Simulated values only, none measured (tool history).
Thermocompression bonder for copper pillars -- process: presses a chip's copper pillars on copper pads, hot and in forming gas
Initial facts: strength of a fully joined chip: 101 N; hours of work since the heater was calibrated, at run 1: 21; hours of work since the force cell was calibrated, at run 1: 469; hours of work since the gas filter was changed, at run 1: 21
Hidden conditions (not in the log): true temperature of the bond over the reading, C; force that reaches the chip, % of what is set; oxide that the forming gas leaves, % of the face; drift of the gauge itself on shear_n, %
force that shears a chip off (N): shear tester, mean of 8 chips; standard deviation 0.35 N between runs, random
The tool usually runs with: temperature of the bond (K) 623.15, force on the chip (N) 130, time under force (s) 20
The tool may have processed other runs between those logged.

run	day	temperature of the bond (K)	force on the chip (N)	time under force (s)	hours of work since the heater was calibrated	hours of work since the force cell was calibrated	hours of work since the gas filter was changed	force that shears a chip off (N)
1	0	623.15	130	20	21	469	21	69.2
2	2.167	623.15	130	10	48	496	48	56.9
3	3.992	623.15	130	10	70	518	70	56.5
4	6.1	623.15	156	20	96	544	96	73.5
5	7.883	623.15	97	20	118	566	118	62.3
6	10.438	623.15	97	20	149	598	149	61.9
7	12.083	623.15	97	20	169	618	169	62.4
# day 13.162: forming gas filter changed
8	13.492	623.15	97	20	186	635	4	62.7
9	14.683	623.15	176	20	201	649	19	77
10	17.017	623.15	130	10	230	678	47	57.1
11	18.679	623.15	130	12	250	698	68	60.5
12	20.708	623.15	130	12	275	723	93	59.7
13	23.208	623.15	173	20	306	754	123	76.2
14	24.567	623.15	130	20	322	771	140	69.2
15	26.288	623.15	130	20	343	792	161	68.9
# day 28.146: forming gas filter changed
16	28.562	623.15	130	20	371	819	5	69.4
17	30.733	623.15	130	20	398	846	32	69.3
18	33.167	623.15	130	40	428	876	62	81
19	34.512	623.15	130	20	444	892	78	69.5
20	36.246	623.15	130	20	465	914	99	69.6
21	38.317	623.15	128	50	491	939	125	84.5
22	40.912	623.15	102	20	523	971	157	63.9
23	42.508	623.15	164	37	542	991	176	84.8
# day 42.962: forming gas filter changed
24	45.179	623.15	164	37	575	1023	27	84.8
25	47.342	627.15	84	54	601	1050	54	78.1
26	48.946	601.15	84	19	621	1069	73	49.2
27	51.408	649.15	92	46	651	1099	104	84.6
28	53.121	649.15	88	13	672	1120	125	62.2
29	54.775	620.15	148	20	692	1141	145	71.9
30	56.646	620.15	148	20	715	1164	168	70.9
# day 57.858: forming gas filter changed
31	58.217	620.15	148	20	734	1183	4	71.6
32	60.554	620.15	106	20	763	1211	33	63.6
33	62.775	623.15	190	34	790	1239	60	86.4
34	65.05	623.15	190	34	818	1267	88	86.6
35	66.712	623.15	137	35	839	1287	109	80.1
36	69.067	607.15	90	19	868	1316	138	53.1
37	70.371	597.15	136	40	884	1332	154	73
38	72.025	597.15	136	40	904	1352	174	72
# day 72.708: forming gas filter changed
39	73.154	597.15	194	38	917	1366	5	79.9

Hidden state at the last listed run before each entry between runs and at the first one after, where it differs:
Logged between run 7 and run 8: forming gas filter changed (day 13.162)
  force that reaches the chip, % of what is set: 100 -> 99.9; oxide that the forming gas leaves, % of the face: 0.77 -> 0.52
Logged between run 15 and run 16: forming gas filter changed (day 28.146)
  oxide that the forming gas leaves, % of the face: 0.78 -> 0.51
Logged between run 23 and run 24: forming gas filter changed (day 42.962)
  oxide that the forming gas leaves, % of the face: 0.8 -> 0.55
Logged between run 30 and run 31: forming gas filter changed (day 57.858)
  oxide that the forming gas leaves, % of the face: 0.78 -> 0.51
Logged between run 38 and run 39: forming gas filter changed (day 72.708)
  oxide that the forming gas leaves, % of the face: 0.79 -> 0.51
